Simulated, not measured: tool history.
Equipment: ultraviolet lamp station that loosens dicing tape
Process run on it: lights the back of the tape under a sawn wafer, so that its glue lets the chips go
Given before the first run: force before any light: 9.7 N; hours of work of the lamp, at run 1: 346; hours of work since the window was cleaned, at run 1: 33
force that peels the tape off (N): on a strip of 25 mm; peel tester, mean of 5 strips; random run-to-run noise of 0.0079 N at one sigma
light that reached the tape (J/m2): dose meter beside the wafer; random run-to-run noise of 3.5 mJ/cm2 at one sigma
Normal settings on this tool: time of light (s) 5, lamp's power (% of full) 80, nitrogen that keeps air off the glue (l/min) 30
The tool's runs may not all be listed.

run,hour,time of light (s),lamp's power (% of full),nitrogen that keeps air off the glue (l/min),hours of work of the lamp,hours of work since the window was cleaned,force that peels the tape off (N),light that reached the tape (J/m2)
1,0,5,80,30,346,33,0.356,5200
2,14.7,5,80,30,353,40,0.345,5120
3,29.4,8,80,30,360,46,0.257,8270
4,44.6,5,80,30,367,53,0.356,5160
5,68.2,3,80,30,377,64,0.929,3140
6,82.9,3,80,30,384,71,0.883,3090
7,96.4,3,80,50,390,77,0.639,3130
8,106.9,2,80,30,395,82,1.885,2070
9,129.6,5,80,30,405,92,0.352,5070
10,146.5,5,80,30,413,100,0.372,5020
11,168.2,4,80,30,423,110,0.554,3990
12,180.4,5,80,30,428,115,0.38,5040
13,197.8,5,87,30,436,123,0.32,5460
14,218.7,5,87,30,446,133,0.322,5420
15,238.6,5,75,30,455,142,0.393,4690
16,250.7,5,80,30,460,147,0.373,4890
17,267.5,5,80,30,468,155,0.369,4960
18,289.3,5,80,30,478,165,0.373,4910
19,308.8,5,80,30,487,174,0.378,4910
20,326.2,5,80,30,495,181,0.385,4900
21,348,5,80,30,505,191,0.394,4860
22,362.2,5,91,12,511,198,0.551,5580
23,386.5,5,71,12,522,209,0.932,4290
24,409.7,5,70,16,533,220,0.778,4220
25,430.8,4,72,45,543,229,0.569,3460

Run 26 has not been measured yet. What should we expect?
26,446.7,4,72,45,550,236,?,?

{"run 26": {"force that peels the tape off (N)": 0.578, "light that reached the tape (J/m2)": 3470}}
With the hidden condition absent and the run-to-run variation left alone, this run would have shown force that peels the tape off (N) 0.409, light that reached the tape (J/m2) 4190.
